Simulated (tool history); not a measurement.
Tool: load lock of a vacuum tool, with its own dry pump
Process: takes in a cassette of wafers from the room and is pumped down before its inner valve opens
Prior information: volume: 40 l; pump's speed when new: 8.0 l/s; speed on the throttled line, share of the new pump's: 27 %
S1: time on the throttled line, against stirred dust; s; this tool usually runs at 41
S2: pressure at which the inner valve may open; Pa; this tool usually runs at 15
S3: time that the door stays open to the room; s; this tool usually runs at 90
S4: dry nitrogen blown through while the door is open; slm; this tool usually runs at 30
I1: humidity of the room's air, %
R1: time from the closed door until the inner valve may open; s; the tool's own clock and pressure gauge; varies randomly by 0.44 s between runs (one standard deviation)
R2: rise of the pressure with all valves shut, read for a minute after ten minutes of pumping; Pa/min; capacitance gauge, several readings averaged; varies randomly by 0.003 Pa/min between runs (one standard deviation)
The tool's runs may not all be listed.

run     day  S1  S2  S3  S4    I1    R1     R2
  1   0.000  41  15  90  30  45.1  74.8  0.071
  2   6.871  41  15  90  30  47.3  74.2  0.076
  3  11.117  41  15  90  30  43.9  75.0  0.071
  4  17.275  41  15  90  30  41.4  74.5  0.073
  5  25.675  41  15  90  30  46.6  75.7  0.081
  6  30.004  41  15  90  30  44.8  74.9  0.080
  7  34.704  41  15  90  30  45.7  74.6  0.086
  8  40.075  41  15  90  30  43.6  75.6  0.085

Run 9, settings as shown, results not yet in. Your forecast:
  9  48.371  20  10  90  30  46.6   ?   ?

R1: 62.6 s
R2: 0.087 Pa/min
With the hidden condition absent and the run-to-run variation left alone, this run would have shown R1 60.9 s, R2 0.053 Pa/min.

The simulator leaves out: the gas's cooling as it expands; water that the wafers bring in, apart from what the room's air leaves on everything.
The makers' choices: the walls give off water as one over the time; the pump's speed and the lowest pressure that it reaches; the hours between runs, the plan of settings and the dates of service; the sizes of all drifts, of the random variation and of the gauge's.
